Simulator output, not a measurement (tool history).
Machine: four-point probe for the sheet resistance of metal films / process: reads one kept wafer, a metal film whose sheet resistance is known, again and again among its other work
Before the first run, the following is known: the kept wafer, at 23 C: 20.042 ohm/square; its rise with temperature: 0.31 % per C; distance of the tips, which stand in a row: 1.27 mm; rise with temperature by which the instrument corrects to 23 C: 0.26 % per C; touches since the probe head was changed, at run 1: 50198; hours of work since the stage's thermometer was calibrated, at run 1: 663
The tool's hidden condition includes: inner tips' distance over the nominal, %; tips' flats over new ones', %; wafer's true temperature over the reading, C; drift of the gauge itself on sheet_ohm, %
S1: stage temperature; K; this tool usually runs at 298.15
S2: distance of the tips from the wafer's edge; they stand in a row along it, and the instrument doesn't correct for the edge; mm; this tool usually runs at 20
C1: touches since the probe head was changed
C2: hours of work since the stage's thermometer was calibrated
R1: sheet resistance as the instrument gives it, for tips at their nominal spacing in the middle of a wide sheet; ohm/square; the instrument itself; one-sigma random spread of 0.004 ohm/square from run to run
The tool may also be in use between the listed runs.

run,hour,S1,S2,C1,C2,R1
1,0,298.15,20,50198,663,20.201898
2,65.8,295.15,20,51733,694,20.168214
3,139,293.15,20,53441,728,20.152075
4,255.9,298.15,20,56166,783,20.209287
5,357,298.15,20,58525,831,20.206438
6,438.2,298.15,20,60420,869,20.212946
7,542.9,298.15,20,62861,918,20.216281
8,650.4,298.15,20,65369,969,20.218765
9,734.5,298.15,20,67332,1009,20.22748
10,851.5,298.15,20,70061,1064,20.210136
11,907.7,298.15,20,71372,1090,20.224423
12,987.2,298.15,20,73226,1128,20.225793
13,1047.2,292.15,4,74625,1156,21.15339
14,1182.6,305.15,21,77784,1219,20.307452

Run 15 has not been measured yet. What should we expect?
15,1264,294.15,12,79683,1258,?

R1: 20.265094 ohm/square
Without the tool's hidden state the same run would have given R1 20.138543 ohm/square.
